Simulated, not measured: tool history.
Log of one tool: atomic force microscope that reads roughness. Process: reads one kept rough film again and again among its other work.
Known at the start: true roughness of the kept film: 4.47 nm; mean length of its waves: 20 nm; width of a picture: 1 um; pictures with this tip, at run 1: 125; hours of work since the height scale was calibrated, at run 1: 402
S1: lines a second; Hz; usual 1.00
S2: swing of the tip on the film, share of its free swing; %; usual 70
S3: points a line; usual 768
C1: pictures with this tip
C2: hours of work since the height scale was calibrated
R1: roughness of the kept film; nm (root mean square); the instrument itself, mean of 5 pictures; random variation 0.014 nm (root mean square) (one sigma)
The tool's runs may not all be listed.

Run 1, day 0.000: usual settings; C1 125; C2 402. Result: R1 2.847 nm (root mean square).
Run 2, day 2.950: usual settings but S3 256; C1 201; C2 435. Result: R1 2.465 nm (root mean square).
Run 3, day 6.292: usual settings but S3 256; C1 288; C2 472. Result: R1 2.237 nm (root mean square).
Run 4, day 7.975: usual settings but S2 61 %; C1 331; C2 491. Result: R1 2.241 nm (root mean square).
Run 5, day 9.454: usual settings but S2 61 %; C1 369; C2 508. Result: R1 2.157 nm (root mean square).
At day 9.921: new tip fitted.
Run 6, day 11.746: usual settings but S2 60 %; C1 47; C2 533. Result: R1 3.120 nm (root mean square).
Run 7, day 14.196: usual settings but S2 60 %; C1 110; C2 560. Result: R1 2.895 nm (root mean square).
Run 8, day 16.742: usual settings but S2 60 %; C1 176; C2 589. Result: R1 2.638 nm (root mean square).
Run 9, day 18.233: usual settings but S2 60 %; C1 214; C2 606. Result: R1 2.513 nm (root mean square).
Run 10, day 20.888: usual settings but S2 60 %; C1 283; C2 635. Result: R1 2.299 nm (root mean square).
Run 11, day 23.858: usual settings but S2 60 %; C1 360; C2 668. Result: R1 2.115 nm (root mean square).
At day 24.846: new tip fitted.
Run 12, day 27.358: usual settings; C1 65; C2 707. Result: R1 3.018 nm (root mean square).
Run 13, day 29.217: usual settings; C1 112; C2 728. Result: R1 2.849 nm (root mean square).
Run 14, day 32.242: usual settings; C1 191; C2 762. Result: R1 2.564 nm (root mean square).
Run 15, day 34.588: usual settings but S1 2.16 Hz, S2 65 %, S3 700; C1 251; C2 788. Result: R1 2.370 nm (root mean square).
Run 16, day 36.112: usual settings but S1 1.13 Hz, S2 86 %; C1 290; C2 805. Result: R1 2.224 nm (root mean square).
Run 17, day 37.667: usual settings but S1 1.13 Hz, S2 86 %; C1 331; C2 822. Result: R1 2.141 nm (root mean square).
At day 39.712: new tip fitted.
Run 18, day 39.879: usual settings but S1 1.13 Hz, S2 64 %, S3 955; C1 4; C2 847. Result: R1 3.367 nm (root mean square).
Run 19, day 42.600: usual settings but S1 1.13 Hz, S2 64 %, S3 955; C1 74; C2 877. Result: R1 3.015 nm (root mean square).
Run 20, day 45.588: usual settings but S1 1.13 Hz, S2 64 %, S3 955; C1 152; C2 910. Result: R1 2.707 nm (root mean square).
Run 21, day 49.079: usual settings but S1 3.83 Hz, S2 85 %; C1 242; C2 949. Result: R1 2.087 nm (root mean square).
Run 22, day 51.162: usual settings but S1 0.68 Hz, S2 60 %, S3 414; C1 296; C2 973. Result: R1 2.284 nm (root mean square).

Forecast run 23:
Run 23, day 53.242: usual settings but S1 0.68 Hz, S2 60 %, S3 414; C1 349; C2 996. Result: R1 ?.

Run 23 gave R1 2.144 nm (root mean square).
Without the tool's hidden state the same run would have given R1 3.340 nm (root mean square).

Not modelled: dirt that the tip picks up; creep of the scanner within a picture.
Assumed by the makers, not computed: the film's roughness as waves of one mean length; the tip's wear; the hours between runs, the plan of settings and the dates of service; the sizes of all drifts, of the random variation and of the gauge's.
